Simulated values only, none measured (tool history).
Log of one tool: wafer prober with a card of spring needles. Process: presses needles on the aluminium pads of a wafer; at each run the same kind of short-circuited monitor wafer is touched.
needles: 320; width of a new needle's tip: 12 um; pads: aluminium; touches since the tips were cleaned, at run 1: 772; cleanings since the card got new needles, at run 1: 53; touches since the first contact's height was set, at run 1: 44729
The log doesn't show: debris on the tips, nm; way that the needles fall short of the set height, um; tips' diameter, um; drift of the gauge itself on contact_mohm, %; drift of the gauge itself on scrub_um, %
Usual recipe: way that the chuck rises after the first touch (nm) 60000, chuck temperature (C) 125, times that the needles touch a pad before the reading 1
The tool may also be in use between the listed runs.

run,hour,way that the chuck rises after the first touch (nm),chuck temperature (C),times that the needles touch a pad before the reading,touches since the tips were cleaned,cleanings since the card got new needles,touches since the first contact's height was set,resistance of one needle with its contact and lead (mohm),way that a needle slides on the pad (nm)
1,0.0,60000,125,1,772,53,44729,238,7770
# hour 8.0: tips cleaned on abrasive film
# hour 18.9: tips cleaned on abrasive film
2,24.6,60000,125,1,2055,55,53476,259,7710
# hour 29.4: tips cleaned on abrasive film
# hour 40.4: tips cleaned on abrasive film
# hour 52.0: tips cleaned on abrasive film
3,57.7,60000,125,1,2052,58,65230,254,7640
# hour 61.9: tips cleaned on abrasive film
# hour 71.9: tips cleaned on abrasive film
4,77.2,60000,125,1,1881,60,72127,255,7610
# hour 82.0: tips cleaned on abrasive film
# hour 92.2: tips cleaned on abrasive film
5,92.2,60000,125,1,0,62,77439,231,7630
# hour 103.0: tips cleaned on abrasive film
# hour 112.9: tips cleaned on abrasive film
6,112.9,60000,76,1,0,64,84768,215,7610
# hour 119.2: tips cleaned on abrasive film, once more
# hour 119.5: height of the first contact set anew
7,127.0,60000,125,1,2683,65,2683,262,7930
# hour 129.4: tips cleaned on abrasive film
# hour 140.6: tips cleaned on abrasive film
# hour 151.1: tips cleaned on abrasive film
8,154.1,60000,125,1,1092,68,12309,240,7900
# hour 161.0: tips cleaned on abrasive film
# hour 172.6: tips cleaned on abrasive film
# hour 182.6: tips cleaned on abrasive film
9,182.6,60000,125,1,0,71,22403,222,7870
# hour 193.9: tips cleaned on abrasive film
10,202.9,79000,125,1,3205,72,29624,246,10340
# hour 205.1: tips cleaned on abrasive film
# hour 215.4: tips cleaned on abrasive film
# hour 226.3: tips cleaned on abrasive film
11,232.2,60000,125,1,2109,75,40035,261,7860
# hour 236.0: tips cleaned on abrasive film
# hour 246.5: tips cleaned on abrasive film
# hour 257.6: tips cleaned on abrasive film
12,260.0,60000,125,1,865,78,49888,242,7780
# hour 268.6: tips cleaned on abrasive film
# hour 278.5: tips cleaned on abrasive film
13,284.3,60000,125,1,2077,80,58501,262,7710
# hour 288.7: tips cleaned on abrasive film
# hour 298.4: tips cleaned on abrasive film
# hour 310.3: tips cleaned on abrasive film
14,311.0,60000,56,2,263,83,67985,216,7670
# hour 320.7: tips cleaned on abrasive film
15,325.4,60000,56,2,1704,84,73110,232,7670
# hour 332.4: tips cleaned on abrasive film
# hour 343.3: tips cleaned on abrasive film
16,350.1,51000,45,2,2412,86,81867,250,6430
# hour 354.8: tips cleaned on abrasive film
# hour 365.9: tips cleaned on abrasive film
# hour 366.2: height of the first contact set anew
17,371.7,51000,45,2,1998,88,1998,242,6720
# hour 375.8: tips cleaned on abrasive film
# hour 385.6: tips cleaned on abrasive film
18,385.6,42000,28,2,0,90,6875,213,5490
# hour 396.2: tips cleaned on abrasive film
19,400.7,43000,125,1,1615,91,12278,287,5660
# hour 406.8: tips cleaned on abrasive film
# hour 417.2: tips cleaned on abrasive film
20,425.6,43000,125,1,3012,93,21127,319,5570

How the hidden state differs across the entries between the runs, from the last listed run before each to the first after it:
In the gap between runs 1 and 2: tips cleaned on abrasive film (hour 8.0); tips cleaned on abrasive film (hour 18.9)
  debris on the tips, nm: 33.5 -> 51.8; way that the needles fall short of the set height, um: 1.29 -> 1.76; tips' diameter, um: 14.14 -> 14.55
  what was measured, less what the result would be without the hidden state, resistance of one needle with its contact and lead (mohm): +22 -> +36; way that a needle slides on the pad (nm): -170 -> -230
In the gap between runs 2 and 3: tips cleaned on abrasive film (hour 29.4); tips cleaned on abrasive film (hour 40.4); tips cleaned on abrasive film (hour 52.0)
  debris on the tips, nm: 51.8 -> 49.3; way that the needles fall short of the set height, um: 1.76 -> 2.09; tips' diameter, um: 14.55 -> 14.66
  what was measured, less what the result would be without the hidden state, resistance of one needle with its contact and lead (mohm): +36 -> +35; way that a needle slides on the pad (nm): -230 -> -280
In the gap between runs 3 and 4: tips cleaned on abrasive film (hour 61.9); tips cleaned on abrasive film (hour 71.9)
  debris on the tips, nm: 49.3 -> 54.8; way that the needles fall short of the set height, um: 2.09 -> 2.34; tips' diameter, um: 14.66 -> 14.75
  what was measured, less what the result would be without the hidden state, resistance of one needle with its contact and lead (mohm): +35 -> +39; way that a needle slides on the pad (nm): -280 -> -310
In the gap between runs 4 and 5: tips cleaned on abrasive film (hour 82.0); tips cleaned on abrasive film (hour 92.2)
  debris on the tips, nm: 54.8 -> 9.3; way that the needles fall short of the set height, um: 2.34 -> 2.59; tips' diameter, um: 14.75 -> 14.84
  what was measured, less what the result would be without the hidden state, resistance of one needle with its contact and lead (mohm): +39 -> +10; way that a needle slides on the pad (nm): -310 -> -350
In the gap between runs 5 and 6: tips cleaned on abrasive film (hour 103.0); tips cleaned on abrasive film (hour 112.9)
  debris on the tips, nm: 9.3 -> 6.7; way that the needles fall short of the set height, um: 2.59 -> 2.81; tips' diameter, um: 14.84 -> 14.92
  what was measured, less what the result would be without the hidden state, resistance of one needle with its contact and lead (mohm): +10 -> +8; way that a needle slides on the pad (nm): -350 -> -380
In the gap between runs 6 and 7: tips cleaned on abrasive film, once more (hour 119.2); height of the first contact set anew (hour 119.5)
  debris on the tips, nm: 6.7 -> 63.5; way that the needles fall short of the set height, um: 2.81 -> 0; tips' diameter, um: 14.92 -> 14.95
  what was measured, less what the result would be without the hidden state, resistance of one needle with its contact and lead (mohm): +8 -> +42; way that a needle slides on the pad (nm): -380 -> +0
In the gap between runs 7 and 8: tips cleaned on abrasive film (hour 129.4); tips cleaned on abrasive film (hour 140.6); tips cleaned on abrasive film (hour 151.1)
  debris on the tips, nm: 63.5 -> 34.2; way that the needles fall short of the set height, um: 0 -> 0.35; tips' diameter, um: 14.95 -> 15.07
  what was measured, less what the result would be without the hidden state, resistance of one needle with its contact and lead (mohm): +42 -> +24; way that a needle slides on the pad (nm): +0 -> -40
In the gap between runs 8 and 9: tips cleaned on abrasive film (hour 161.0); tips cleaned on abrasive film (hour 172.6); tips cleaned on abrasive film (hour 182.6)
  debris on the tips, nm: 34.2 -> 4.8; way that the needles fall short of the set height, um: 0.35 -> 0.64; tips' diameter, um: 15.07 -> 15.17
  what was measured, less what the result would be without the hidden state, resistance of one needle with its contact and lead (mohm): +24 -> +6; way that a needle slides on the pad (nm): -40 -> -90
In the gap between runs 9 and 10: tips cleaned on abrasive film (hour 193.9)
  debris on the tips, nm: 4.8 -> 72.7; way that the needles fall short of the set height, um: 0.64 -> 0.74; tips' diameter, um: 15.17 -> 15.21
  what was measured, less what the result would be without the hidden state, resistance of one needle with its contact and lead (mohm): +6 -> +31; way that a needle slides on the pad (nm): -90 -> -100
In the gap between runs 10 and 11: tips cleaned on abrasive film (hour 205.1); tips cleaned on abrasive film (hour 215.4); tips cleaned on abrasive film (hour 226.3)
  debris on the tips, nm: 72.7 -> 58.7; way that the needles fall short of the set height, um: 0.74 -> 1.08; tips' diameter, um: 15.21 -> 15.33
  what was measured, less what the result would be without the hidden state, resistance of one needle with its contact and lead (mohm): +31 -> +42; way that a needle slides on the pad (nm): -100 -> -140
In the gap between runs 11 and 12: tips cleaned on abrasive film (hour 236.0); tips cleaned on abrasive film (hour 246.5); tips cleaned on abrasive film (hour 257.6)
  debris on the tips, nm: 58.7 -> 27.5; way that the needles fall short of the set height, um: 1.08 -> 1.41; tips' diameter, um: 15.33 -> 15.44
  what was measured, less what the result would be without the hidden state, resistance of one needle with its contact and lead (mohm): +42 -> +22; way that a needle slides on the pad (nm): -140 -> -180
In the gap between runs 12 and 13: tips cleaned on abrasive film (hour 268.6); tips cleaned on abrasive film (hour 278.5)
  debris on the tips, nm: 27.5 -> 59.2; way that the needles fall short of the set height, um: 1.41 -> 1.65; tips' diameter, um: 15.44 -> 15.53
  what was measured, less what the result would be without the hidden state, resistance of one needle with its contact and lead (mohm): +22 -> +45; way that a needle slides on the pad (nm): -180 -> -210
In the gap between runs 13 and 14: tips cleaned on abrasive film (hour 288.7); tips cleaned on abrasive film (hour 298.4); tips cleaned on abrasive film (hour 310.3)
  debris on the tips, nm: 59.2 -> 16.4; way that the needles fall short of the set height, um: 1.65 -> 1.92; tips' diameter, um: 15.53 -> 15.62
  what was measured, less what the result would be without the hidden state, resistance of one needle with its contact and lead (mohm): +45 -> +11; way that a needle slides on the pad (nm): -210 -> -260
In the gap between runs 14 and 15: tips cleaned on abrasive film (hour 320.7)
  debris on the tips, nm: 16.4 -> 49.7; way that the needles fall short of the set height, um: 1.92 -> 2.01; tips' diameter, um: 15.62 -> 15.65
  what was measured, less what the result would be without the hidden state, resistance of one needle with its contact and lead (mohm): +11 -> +27; way that a needle slides on the pad (nm): -260 -> -270
In the gap between runs 15 and 16: tips cleaned on abrasive film (hour 332.4); tips cleaned on abrasive film (hour 343.3)
  debris on the tips, nm: 49.7 -> 60.2; way that the needles fall short of the set height, um: 2.01 -> 2.24; tips' diameter, um: 15.65 -> 15.73
  what was measured, less what the result would be without the hidden state, resistance of one needle with its contact and lead (mohm): +27 -> +45; way that a needle slides on the pad (nm): -270 -> -300
In the gap between runs 16 and 17: tips cleaned on abrasive film (hour 354.8); tips cleaned on abrasive film (hour 365.9); height of the first contact set anew (hour 366.2)
  debris on the tips, nm: 60.2 -> 49.6; way that the needles fall short of the set height, um: 2.24 -> 0; tips' diameter, um: 15.73 -> 15.8
  what was measured, less what the result would be without the hidden state, resistance of one needle with its contact and lead (mohm): +45 -> +35; way that a needle slides on the pad (nm): -300 -> +0
In the gap between runs 17 and 18: tips cleaned on abrasive film (hour 375.8); tips cleaned on abrasive film (hour 385.6)
  debris on the tips, nm: 49.6 -> 4.2; way that the needles fall short of the set height, um: 0 -> 0.23; tips' diameter, um: 15.8 -> 15.88
  what was measured, less what the result would be without the hidden state, resistance of one needle with its contact and lead (mohm): +35 -> +8; way that a needle slides on the pad (nm): +0 -> -30
In the gap between runs 18 and 19: tips cleaned on abrasive film (hour 396.2)
  debris on the tips, nm: 4.2 -> 42.6; way that the needles fall short of the set height, um: 0.23 -> 0.36; tips' diameter, um: 15.88 -> 15.92
  what was measured, less what the result would be without the hidden state, resistance of one needle with its contact and lead (mohm): +8 -> +61; way that a needle slides on the pad (nm): -30 -> -50
In the gap between runs 19 and 20: tips cleaned on abrasive film (hour 406.8); tips cleaned on abrasive film (hour 417.2)
  debris on the tips, nm: 42.6 -> 68.7; way that the needles fall short of the set height, um: 0.36 -> 0.6; tips' diameter, um: 15.92 -> 16.01
  what was measured, less what the result would be without the hidden state, resistance of one needle with its contact and lead (mohm): +61 -> +95; way that a needle slides on the pad (nm): -50 -> -80
